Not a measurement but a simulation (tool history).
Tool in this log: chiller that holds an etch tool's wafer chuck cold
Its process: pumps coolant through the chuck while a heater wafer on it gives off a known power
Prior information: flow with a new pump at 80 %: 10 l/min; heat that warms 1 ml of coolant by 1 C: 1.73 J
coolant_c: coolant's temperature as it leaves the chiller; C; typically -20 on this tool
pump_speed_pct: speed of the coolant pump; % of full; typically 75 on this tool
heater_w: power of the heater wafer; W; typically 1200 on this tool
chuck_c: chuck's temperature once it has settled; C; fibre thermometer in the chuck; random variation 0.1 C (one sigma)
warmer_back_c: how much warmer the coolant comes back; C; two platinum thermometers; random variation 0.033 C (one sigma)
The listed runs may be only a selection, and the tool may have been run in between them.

run	hour	coolant_c	pump_speed_pct	heater_w	chuck_c	warmer_back_c
1	0	-20	75	1200	-7.8	4.84
2	137.6	-20	75	1200	-7.6	4.8
3	278.8	-18	75	1200	-5.3	4.83
4	401.7	-20	75	1200	-7.1	4.92
5	578.2	-20	75	1334	-5.7	5.39
6	750.5	-20	75	1334	-5.6	5.47
7	912.7	-20	75	1215	-6.5	4.99
# hour 930.4: coolant pump overhauled
8	1121.8	-20	75	1215	-6	5.18
# hour 1217.9: coolant changed, channels flushed
9	1300.9	-20	90	950	-11.5	3.32
10	1397.4	-20	66	719	-12.1	3.55

For run 11, what comes out?
11	1530.7	-20	66	719	?	?

{"run 11": {"chuck_c": -11.9, "warmer_back_c": 3.65}}
With no hidden state in the tool, this same run would have given chuck_c -13.9 C, warmer_back_c 3.14 C.

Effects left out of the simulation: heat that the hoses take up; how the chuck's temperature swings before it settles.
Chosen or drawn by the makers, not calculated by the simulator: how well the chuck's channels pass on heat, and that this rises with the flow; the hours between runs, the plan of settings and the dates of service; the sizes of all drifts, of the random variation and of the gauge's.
